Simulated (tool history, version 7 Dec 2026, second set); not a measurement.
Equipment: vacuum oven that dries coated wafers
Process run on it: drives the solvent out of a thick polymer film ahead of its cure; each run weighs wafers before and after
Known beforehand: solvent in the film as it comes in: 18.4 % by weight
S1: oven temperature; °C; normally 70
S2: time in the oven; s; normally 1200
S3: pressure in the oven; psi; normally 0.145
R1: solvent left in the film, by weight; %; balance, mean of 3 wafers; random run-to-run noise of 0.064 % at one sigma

run   hour  S1    S2     S3     R1
  1    0.0  70  1200  0.145   4.08
  2   15.1  62  1200  0.145   7.38
  3   23.4  62  1200  0.145   7.56
  4   33.5  62  1200  0.145   7.58
  5   50.2  70  1200  0.136   4.06
  6   62.2  70  1200  0.136   4.09
  7   81.0  63  1200  0.145   7.01
  8   92.8  70  1200  0.096   3.85
  9  101.3  70  1200  0.096   3.79
 10  115.0  70  1200  0.096   3.84
 11  124.9  70  1200  0.145   4.21
 12  135.9  70  1620  0.145   2.87
 13  155.1  70  1620  0.145   2.88
 14  174.6  70  1620  0.165   3.06
 15  190.9  70  1620  0.165   3.01
 16  202.5  70  1200  0.165   4.18
 17  216.0  70  1200  0.165   4.30
 18  226.6  70  1200  0.165   4.15
 19  243.1  70  1200  0.165   4.24
 20  253.5  70  1200  0.165   4.24
     256.8  -- vacuum gauge cleaned of residue and calibrated
 21  270.3  70  2100  0.145   2.08
 22  286.5  70  2100  0.145   2.16
 23  299.3  70  1200  0.328   5.14
 24  313.1  70  1200  0.328   5.22
     318.9  -- vacuum gauge cleaned of residue and calibrated, once more
 25  327.8  60  1260  0.513  10.44
 26  347.0  60  1260  0.513  10.26
 27  361.7  60  1260  0.513  10.40
 28  374.1  62  1980  0.484   7.51
 29  390.8  62  1980  0.484   7.35
 30  408.1  77  1620  0.173   1.33
 31  425.6  69  1920  0.541   5.19
 32  441.1  74   900  0.558   5.73
 33  459.8  79  1500  0.390   2.27
 34  471.6  79  1500  0.390   2.14
 35  489.2  70   720  0.428   7.74
 36  505.5  55  1260  0.473  12.08
 37  524.0  55  1260  0.473  11.96
 38  535.7  55  1260  0.473  12.20
 39  547.2  59  1260  0.534  11.03
 40  559.7  55  1200  0.289  10.97
 41  579.6  55  1200  0.289  11.12
 42  590.0  55  1200  0.289  11.01
 43  605.7  64  1980  0.511   6.73
 44  617.6  74   900  0.339   4.75
 45  631.1  74  1020  0.157   3.18
 46  644.9  74  1020  0.157   3.37
 47  662.5  68   660  0.455   9.16

Here are 3 independent what-if runs from the current tool condition. What would each one return?
  A  679.3  55   900  0.145   ?
  B  679.3  70  1920  0.213   ?
  C  679.3  74  1260  0.499   ?

run     R1
  A  11.10
  B   2.72
  C   4.32
The same runs, with their run-to-run variation unchanged, on a tool lacking any hidden condition would have given:
run     R1
  A  11.22
  B   2.80
  C   4.45

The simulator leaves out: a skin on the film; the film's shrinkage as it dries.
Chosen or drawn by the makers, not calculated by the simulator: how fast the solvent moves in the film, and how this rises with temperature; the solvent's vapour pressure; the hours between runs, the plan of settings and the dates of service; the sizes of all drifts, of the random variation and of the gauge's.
